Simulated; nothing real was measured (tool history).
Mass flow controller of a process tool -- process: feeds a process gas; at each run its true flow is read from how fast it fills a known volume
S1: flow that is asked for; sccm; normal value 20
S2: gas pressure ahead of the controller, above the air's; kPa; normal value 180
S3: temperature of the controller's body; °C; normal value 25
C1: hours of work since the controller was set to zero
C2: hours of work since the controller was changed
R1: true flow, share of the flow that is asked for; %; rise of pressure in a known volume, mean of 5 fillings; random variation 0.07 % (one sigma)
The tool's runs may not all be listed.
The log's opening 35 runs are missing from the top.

run 36 hour=9566.1 | S1=21 S2=145 S3=26 | C1=124 C2=4882 | R1=98.78
run 37 hour=9863.7 | S1=7 S2=156 S3=32 | C1=219 C2=4977 | R1=97.51
run 38 hour=10188.6 | S1=5 S2=167 S3=34 | C1=323 C2=5081 | R1=97.22
run 39 hour=10529.2 | S1=47 S2=216 S3=25 | C1=432 C2=5190 | R1=100.24
run 40 hour=10739.6 | S1=21 S2=200 S3=25 | C1=500 C2=5257 | R1=99.25
run 41 hour=10964.4 | S1=21 S2=200 S3=25 | C1=572 C2=5329 | R1=99.41
run 42 hour=11239 | S1=34 S2=180 S3=38 | C1=660 C2=5417 | R1=98.21
run 43 hour=11476.8 | S1=19 S2=160 S3=38 | C1=736 C2=5493 | R1=97.41
run 44 hour=11751.5 | S1=19 S2=160 S3=38 | C1=824 C2=5581 | R1=97.44
run 45 hour=12128 | S1=5 S2=187 S3=25 | C1=944 C2=5702 | R1=98.19
run 46 hour=12499.7 | S1=43 S2=180 S3=25 | C1=1063 C2=5821 | R1=99.79
run 47 hour=12807.8 | S1=10 S2=180 S3=36 | C1=1162 C2=5919 | R1=97.21
run 48 hour=12997.6 | S1=6 S2=222 S3=31 | C1=1222 C2=5980 | R1=97.84

Below are 4 alternative next runs, each starting from the tool's condition after run 48. Predict each:
run A hour=13230.9 | S1=6 S2=264 S3=31 | C1=1297 C2=6055 | R1=?
run B hour=13230.9 | S1=21 S2=222 S3=36 | C1=1297 C2=6055 | R1=?
run C hour=13230.9 | S1=6 S2=280 S3=25 | C1=1297 C2=6055 | R1=?
run D hour=13230.9 | S1=47 S2=182 S3=37 | C1=1297 C2=6055 | R1=?

run=A R1=97.99
run=B R1=98.12
run=C R1=98.69
run=D R1=98.81
Without the tool's unlogged condition, the same runs would have read:
run=A R1=98.36
run=B R1=97.98
run=C R1=99.06
run=D R1=98.56
